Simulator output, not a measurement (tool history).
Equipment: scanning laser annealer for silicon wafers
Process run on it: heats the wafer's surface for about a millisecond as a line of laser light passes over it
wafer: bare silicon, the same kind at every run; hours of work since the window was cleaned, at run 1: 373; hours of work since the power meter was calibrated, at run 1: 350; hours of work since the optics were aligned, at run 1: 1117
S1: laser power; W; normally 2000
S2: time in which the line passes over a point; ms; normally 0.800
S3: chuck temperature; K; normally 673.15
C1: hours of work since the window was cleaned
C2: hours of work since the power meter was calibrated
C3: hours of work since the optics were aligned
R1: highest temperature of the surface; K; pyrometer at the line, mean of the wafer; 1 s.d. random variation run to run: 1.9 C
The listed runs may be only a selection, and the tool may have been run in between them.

run,hour,S1,S2,S3,C1,C2,C3,R1
1,0.0,2000,0.800,673.15,373,350,1117,1411.15
2,9.3,2000,0.800,673.15,380,357,1124,1413.15
3,17.9,2000,0.800,673.15,386,363,1130,1409.15
4,25.0,1736,0.800,673.15,391,368,1135,1296.15
5,34.4,2000,0.577,673.15,398,375,1142,1296.15
6,42.8,1914,0.800,673.15,404,381,1148,1370.15
7,50.2,1914,0.800,673.15,409,386,1153,1368.15
8,63.1,1914,0.800,673.15,418,395,1162,1366.15
9,77.6,1914,0.800,673.15,428,405,1173,1370.15
10,84.5,1914,0.918,673.15,433,410,1178,1417.15
11,97.2,2173,0.800,673.15,442,419,1187,1480.15
12,106.3,2173,0.572,673.15,449,426,1193,1357.15
# hour 109.5: window over the wafer cleaned
13,115.1,2173,0.572,673.15,4,431,1198,1345.15
14,121.5,2173,0.572,673.15,9,435,1203,1347.15
15,136.4,1776,0.800,673.15,19,446,1213,1297.15
16,149.2,1706,0.800,673.15,28,455,1222,1270.15
17,157.6,2000,0.800,673.15,34,461,1228,1392.15
18,170.8,2000,0.800,673.15,44,470,1238,1393.15
19,182.3,2000,0.800,673.15,52,479,1246,1396.15
# hour 191.9: window over the wafer cleaned, once more
20,195.4,2000,0.741,673.15,2,487,1254,1396.15
21,203.6,2000,0.800,673.15,8,492,1260,1427.15
22,215.1,1796,0.714,655.15,17,501,1268,1283.15
23,224.0,2150,0.885,709.15,23,507,1274,1570.15
24,232.6,2150,0.885,709.15,29,513,1280,1569.15
25,240.8,2150,0.885,709.15,35,519,1286,1568.15
26,252.6,2000,0.702,656.15,43,527,1295,1359.15
27,258.9,1759,0.643,664.15,48,532,1299,1240.15
28,267.1,2196,0.663,664.15,54,538,1305,1430.15
29,273.4,2124,0.800,682.15,58,542,1309,1489.15
30,288.1,2124,0.800,636.15,69,553,1320,1442.15
31,297.8,2000,0.754,673.15,76,560,1327,1399.15
32,312.4,2080,0.754,706.15,86,570,1337,1468.15
33,320.0,1966,0.574,673.15,91,575,1343,1290.15
34,334.9,1966,0.574,673.15,102,586,1353,1294.15
35,342.3,2095,0.800,689.15,107,591,1358,1477.15
36,348.4,1998,0.800,686.15,112,596,1363,1433.15
37,356.2,1998,0.800,686.15,117,601,1368,1429.15
38,368.8,1948,0.569,647.15,126,610,1377,1258.15
39,380.3,1948,0.569,647.15,134,618,1386,1253.15
40,386.9,1948,0.569,647.15,139,623,1390,1252.15
41,394.5,2093,0.918,673.15,144,628,1396,1516.15

4 options for the next run, each taken on its own from the tool as it stands now. Forecast them:
A,405.7,2093,0.585,644.15,152,636,1404,?
B,405.7,2000,0.854,673.15,152,636,1404,?
C,405.7,1843,0.800,673.15,152,636,1404,?
D,405.7,2000,0.800,686.15,152,636,1404,?

run,R1
A,1316.15
B,1442.15
C,1347.15
D,1429.15
With the hidden condition removed and each run's random variation left untouched, the same runs would have given:
run,R1
A,1343.15
B,1473.15
C,1374.15
D,1459.15
